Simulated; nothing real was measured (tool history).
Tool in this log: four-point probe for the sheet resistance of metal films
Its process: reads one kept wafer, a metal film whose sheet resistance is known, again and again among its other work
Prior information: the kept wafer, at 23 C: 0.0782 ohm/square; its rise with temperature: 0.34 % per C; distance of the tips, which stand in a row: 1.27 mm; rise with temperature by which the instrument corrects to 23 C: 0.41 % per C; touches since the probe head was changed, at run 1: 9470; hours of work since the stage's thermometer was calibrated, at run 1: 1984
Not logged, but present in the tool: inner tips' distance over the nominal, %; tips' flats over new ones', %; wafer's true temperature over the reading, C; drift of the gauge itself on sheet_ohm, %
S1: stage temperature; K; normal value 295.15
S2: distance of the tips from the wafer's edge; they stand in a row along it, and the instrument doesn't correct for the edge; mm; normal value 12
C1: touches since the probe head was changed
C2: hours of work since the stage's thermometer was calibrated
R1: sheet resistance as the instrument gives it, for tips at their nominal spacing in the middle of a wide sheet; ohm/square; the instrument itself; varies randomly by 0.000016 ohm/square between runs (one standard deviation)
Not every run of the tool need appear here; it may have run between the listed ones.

{"run": 1, "day": 0.0, "S1": 295.15, "S2": 12, "C1": 9470, "C2": 1984, "R1": 0.079161}
{"run": 2, "day": 0.292, "S1": 295.15, "S2": 5, "C1": 9655, "C2": 1988, "R1": 0.081366}
{"run": 3, "day": 0.683, "S1": 295.15, "S2": 5, "C1": 9905, "C2": 1993, "R1": 0.081337}
{"run": 4, "day": 1.088, "S1": 295.15, "S2": 5, "C1": 10165, "C2": 1998, "R1": 0.081346}
{"run": 5, "day": 1.575, "S1": 295.15, "S2": 5, "C1": 10477, "C2": 2004, "R1": 0.08133}
{"run": 6, "day": 2.179, "S1": 295.15, "S2": 5, "C1": 10865, "C2": 2011, "R1": 0.081366}
{"run": 7, "day": 2.554, "S1": 295.15, "S2": 5, "C1": 11103, "C2": 2016, "R1": 0.081344}
{"run": 8, "day": 2.867, "S1": 295.15, "S2": 12, "C1": 11304, "C2": 2020, "R1": 0.079171}
{"run": 9, "day": 3.238, "S1": 295.15, "S2": 12, "C1": 11542, "C2": 2025, "R1": 0.079172}
{"run": 10, "day": 3.508, "S1": 295.15, "S2": 12, "C1": 11715, "C2": 2028, "R1": 0.079183}
{"run": 11, "day": 3.821, "S1": 295.15, "S2": 12, "C1": 11915, "C2": 2032, "R1": 0.079156}
{"run": 12, "day": 4.396, "S1": 295.15, "S2": 3, "C1": 12283, "C2": 2039, "R1": 0.085553}
{"run": 13, "day": 4.846, "S1": 295.15, "S2": 3, "C1": 12571, "C2": 2045, "R1": 0.08558}
{"run": 14, "day": 5.292, "S1": 295.15, "S2": 3, "C1": 12855, "C2": 2050, "R1": 0.085551}
{"run": 15, "day": 5.871, "S1": 304.15, "S2": 12, "C1": 13227, "C2": 2057, "R1": 0.078705}
{"run": 16, "day": 6.367, "S1": 292.15, "S2": 12, "C1": 13543, "C2": 2063, "R1": 0.079359}
{"run": 17, "day": 6.888, "S1": 294.15, "S2": 12, "C1": 13877, "C2": 2070, "R1": 0.079242}
{"run": 18, "day": 7.35, "S1": 295.15, "S2": 12, "C1": 14174, "C2": 2076, "R1": 0.079204}
{"run": 19, "day": 7.988, "S1": 295.15, "S2": 12, "C1": 14581, "C2": 2084, "R1": 0.079193}
{"run": 20, "day": 8.579, "S1": 295.15, "S2": 20, "C1": 14959, "C2": 2091, "R1": 0.078884}
{"run": 21, "day": 8.962, "S1": 295.15, "S2": 5, "C1": 15206, "C2": 2096, "R1": 0.08134}
{"run": 22, "day": 9.279, "S1": 302.15, "S2": 38, "C1": 15408, "C2": 2100, "R1": 0.078358}
{"run": 23, "day": 9.712, "S1": 296.15, "S2": 42, "C1": 15685, "C2": 2105, "R1": 0.078716}
{"run": 24, "day": 10.346, "S1": 295.15, "S2": 23, "C1": 16091, "C2": 2113, "R1": 0.078861}
{"run": 25, "day": 10.696, "S1": 295.15, "S2": 6, "C1": 16315, "C2": 2117, "R1": 0.080597}
{"run": 26, "day": 11.2, "S1": 304.15, "S2": 11, "C1": 16637, "C2": 2124, "R1": 0.078789}
{"run": 27, "day": 11.671, "S1": 295.15, "S2": 5, "C1": 16938, "C2": 2129, "R1": 0.08137}
{"run": 28, "day": 12.192, "S1": 295.15, "S2": 11, "C1": 17271, "C2": 2136, "R1": 0.079315}
{"run": 29, "day": 12.612, "S1": 295.15, "S2": 11, "C1": 17541, "C2": 2141, "R1": 0.079286}
{"run": 30, "day": 13.0, "S1": 307.15, "S2": 12, "C1": 17788, "C2": 2146, "R1": 0.078537}
{"run": 31, "day": 13.629, "S1": 296.15, "S2": 22, "C1": 18190, "C2": 2154, "R1": 0.078803}
{"run": 32, "day": 14.088, "S1": 296.15, "S2": 22, "C1": 18484, "C2": 2159, "R1": 0.078825}
{"run": 33, "day": 14.433, "S1": 296.15, "S2": 22, "C1": 18706, "C2": 2164, "R1": 0.078837}
{"run": 34, "day": 14.792, "S1": 305.15, "S2": 11, "C1": 18935, "C2": 2168, "R1": 0.078742}
{"run": 35, "day": 15.3, "S1": 297.15, "S2": 4, "C1": 19260, "C2": 2174, "R1": 0.082639}
{"run": 36, "day": 15.846, "S1": 307.15, "S2": 37, "C1": 19608, "C2": 2181, "R1": 0.078149}
{"run": 37, "day": 16.45, "S1": 307.15, "S2": 37, "C1": 19997, "C2": 2189, "R1": 0.078112}

Difference, measured minus no-hidden-state, one row per run. Run-to-run variation is common to both terms; the gauge's own scatter need not be:
run=1 R1=+0.000447
run=2 R1=+0.000459
run=3 R1=+0.000459
run=4 R1=+0.00046
run=5 R1=+0.000461
run=6 R1=+0.000463
run=7 R1=+0.000463
run=8 R1=+0.000452
run=9 R1=+0.000453
run=10 R1=+0.000453
run=11 R1=+0.000454
run=12 R1=+0.000489
run=13 R1=+0.000491
run=14 R1=+0.000491
run=15 R1=+0.000452
run=16 R1=+0.000462
run=17 R1=+0.000461
run=18 R1=+0.000462
run=19 R1=+0.000462
run=20 R1=+0.000462
run=21 R1=+0.000476
run=22 R1=+0.000458
run=23 R1=+0.000463
run=24 R1=+0.000465
run=25 R1=+0.000476
run=26 R1=+0.000463
run=27 R1=+0.000482
run=28 R1=+0.000472
run=29 R1=+0.000472
run=30 R1=+0.000464
run=31 R1=+0.000471
run=32 R1=+0.000472
run=33 R1=+0.000473
run=34 R1=+0.00047
run=35 R1=+0.000496
run=36 R1=+0.000467
run=37 R1=+0.000469

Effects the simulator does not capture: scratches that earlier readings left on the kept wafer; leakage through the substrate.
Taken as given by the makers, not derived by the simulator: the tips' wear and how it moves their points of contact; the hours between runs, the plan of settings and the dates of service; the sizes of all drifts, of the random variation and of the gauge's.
